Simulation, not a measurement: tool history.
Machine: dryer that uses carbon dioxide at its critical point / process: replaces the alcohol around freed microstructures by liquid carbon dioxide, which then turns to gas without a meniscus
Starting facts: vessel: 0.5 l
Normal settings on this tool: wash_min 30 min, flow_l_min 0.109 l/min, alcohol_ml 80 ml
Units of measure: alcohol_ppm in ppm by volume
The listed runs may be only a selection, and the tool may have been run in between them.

run	hour	wash_min	flow_l_min	alcohol_ml	alcohol_ppm
1	0	30	0.109	80	534
2	31.9	30	0.109	80	589
3	62.4	30	0.109	80	653
4	99.3	30	0.109	80	718
# hour 114.5: inlet filter changed
5	126.2	25	0.109	80	894
6	166.3	25	0.109	80	1020
7	183.6	21	0.109	80	2277
8	206.6	21	0.109	80	2309
9	234.4	21	0.109	65	2112
10	252.4	23	0.153	59	319
11	279.2	23	0.153	59	328
12	315.1	23	0.153	59	373
13	349.2	30	0.109	27	336
14	377.1	29	0.109	43	550
# hour 399.4: inlet filter changed
15	411.2	29	0.073	43	1520

For run 16, what comes out?
16	429.2	29	0.073	43	?

Run 16 yielded alcohol_ppm 1622 ppm by volume.
Without the tool's hidden state the same run would have given alcohol_ppm 1389 ppm by volume.
